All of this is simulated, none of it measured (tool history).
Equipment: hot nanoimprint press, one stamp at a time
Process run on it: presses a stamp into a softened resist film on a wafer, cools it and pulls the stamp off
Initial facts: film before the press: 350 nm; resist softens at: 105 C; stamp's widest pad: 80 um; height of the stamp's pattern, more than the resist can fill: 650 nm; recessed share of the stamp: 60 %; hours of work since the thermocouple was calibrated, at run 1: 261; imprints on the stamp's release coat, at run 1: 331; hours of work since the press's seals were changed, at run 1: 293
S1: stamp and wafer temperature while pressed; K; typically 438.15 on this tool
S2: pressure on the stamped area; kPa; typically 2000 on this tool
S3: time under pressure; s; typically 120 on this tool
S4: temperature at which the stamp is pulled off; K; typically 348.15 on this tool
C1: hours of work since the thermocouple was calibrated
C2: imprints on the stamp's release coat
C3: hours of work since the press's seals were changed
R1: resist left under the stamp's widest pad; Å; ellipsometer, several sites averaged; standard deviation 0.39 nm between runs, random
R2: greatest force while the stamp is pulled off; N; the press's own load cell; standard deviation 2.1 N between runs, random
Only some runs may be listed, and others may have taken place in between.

{"run": 1, "day": 0.0, "S1": 438.15, "S2": 2000, "S3": 120, "S4": 348.15, "C1": 261, "C2": 331, "C3": 293, "R1": 1312, "R2": 214}
{"run": 2, "day": 0.667, "S1": 438.15, "S2": 2000, "S3": 120, "S4": 348.15, "C1": 267, "C2": 362, "C3": 300, "R1": 1304, "R2": 213}
{"run": 3, "day": 1.429, "S1": 438.15, "S2": 2000, "S3": 120, "S4": 348.15, "C1": 275, "C2": 397, "C3": 307, "R1": 1298, "R2": 221}
{"run": 4, "day": 2.196, "S1": 438.15, "S2": 2000, "S3": 120, "S4": 348.15, "C1": 282, "C2": 432, "C3": 315, "R1": 1305, "R2": 214}
{"run": 5, "day": 2.958, "S1": 438.15, "S2": 2000, "S3": 120, "S4": 348.15, "C1": 290, "C2": 468, "C3": 322, "R1": 1300, "R2": 217}
{"run": 6, "day": 3.692, "S1": 438.15, "S2": 2000, "S3": 120, "S4": 348.15, "C1": 297, "C2": 501, "C3": 329, "R1": 1310, "R2": 216}
{"run": 7, "day": 4.1, "S1": 438.15, "S2": 2000, "S3": 120, "S4": 348.15, "C1": 301, "C2": 520, "C3": 333, "R1": 1310, "R2": 215}
{"run": 8, "day": 4.438, "S1": 438.15, "S2": 2000, "S3": 120, "S4": 348.15, "C1": 305, "C2": 536, "C3": 337, "R1": 1306, "R2": 217}
{"run": 9, "day": 4.971, "S1": 438.15, "S2": 2000, "S3": 120, "S4": 348.15, "C1": 310, "C2": 560, "C3": 342, "R1": 1306, "R2": 216}
{"run": 10, "day": 5.417, "S1": 438.15, "S2": 2000, "S3": 120, "S4": 348.15, "C1": 314, "C2": 581, "C3": 346, "R1": 1297, "R2": 220}
{"run": 11, "day": 5.983, "S1": 446.15, "S2": 2000, "S3": 120, "S4": 348.15, "C1": 320, "C2": 607, "C3": 352, "R1": 978, "R2": 217}
{"day": 6.571, "done": "stamp cleaned and given a new release coat"}
{"run": 12, "day": 6.775, "S1": 446.15, "S2": 2000, "S3": 120, "S4": 348.15, "C1": 325, "C2": 9, "C3": 357, "R1": 969, "R2": 211}
{"run": 13, "day": 7.367, "S1": 446.15, "S2": 1500, "S3": 120, "S4": 334.15, "C1": 331, "C2": 36, "C3": 363, "R1": 1139, "R2": 279}
{"run": 14, "day": 7.692, "S1": 446.15, "S2": 1500, "S3": 120, "S4": 334.15, "C1": 334, "C2": 52, "C3": 366, "R1": 1139, "R2": 282}
{"run": 15, "day": 8.429, "S1": 446.15, "S2": 1500, "S3": 120, "S4": 337.15, "C1": 341, "C2": 85, "C3": 373, "R1": 1133, "R2": 266}
{"run": 16, "day": 9.058, "S1": 446.15, "S2": 1500, "S3": 170, "S4": 337.15, "C1": 348, "C2": 115, "C3": 380, "R1": 993, "R2": 270}
{"run": 17, "day": 9.571, "S1": 438.15, "S2": 2000, "S3": 120, "S4": 351.15, "C1": 353, "C2": 138, "C3": 385, "R1": 1305, "R2": 199}
{"run": 18, "day": 9.988, "S1": 434.15, "S2": 1930, "S3": 238, "S4": 351.15, "C1": 357, "C2": 158, "C3": 389, "R1": 1195, "R2": 202}
{"run": 19, "day": 10.725, "S1": 438.15, "S2": 2000, "S3": 88, "S4": 342.15, "C1": 364, "C2": 192, "C3": 396, "R1": 1466, "R2": 244}
{"run": 20, "day": 11.233, "S1": 428.15, "S2": 2000, "S3": 88, "S4": 342.15, "C1": 369, "C2": 215, "C3": 401, "R1": 2128, "R2": 242}

Each row is a separate what-if for the run after 20, all from the same tool condition, not one after another. Results?
{"run": "A", "day": 11.825, "S1": 428.15, "S2": 2120, "S3": 125, "S4": 342.15, "C1": 375, "C2": 242, "C3": 407, "R1": "?", "R2": "?"}
{"run": "B", "day": 11.825, "S1": 441.15, "S2": 2000, "S3": 107, "S4": 348.15, "C1": 375, "C2": 242, "C3": 407, "R1": "?", "R2": "?"}
{"run": "C", "day": 11.825, "S1": 426.15, "S2": 2000, "S3": 88, "S4": 342.15, "C1": 375, "C2": 242, "C3": 407, "R1": "?", "R2": "?"}
{"run": "D", "day": 11.825, "S1": 439.15, "S2": 2330, "S3": 120, "S4": 348.15, "C1": 375, "C2": 242, "C3": 407, "R1": "?", "R2": "?"}

run=A R1=1849 R2=247
run=B R1=1224 R2=215
run=C R1=2279 R2=240
run=D R1=1163 R2=217
With the hidden condition removed and each run's random variation left untouched, the same runs would have given:
run=A R1=1846 R2=246
run=B R1=1222 R2=214
run=C R1=2276 R2=240
run=D R1=1161 R2=216

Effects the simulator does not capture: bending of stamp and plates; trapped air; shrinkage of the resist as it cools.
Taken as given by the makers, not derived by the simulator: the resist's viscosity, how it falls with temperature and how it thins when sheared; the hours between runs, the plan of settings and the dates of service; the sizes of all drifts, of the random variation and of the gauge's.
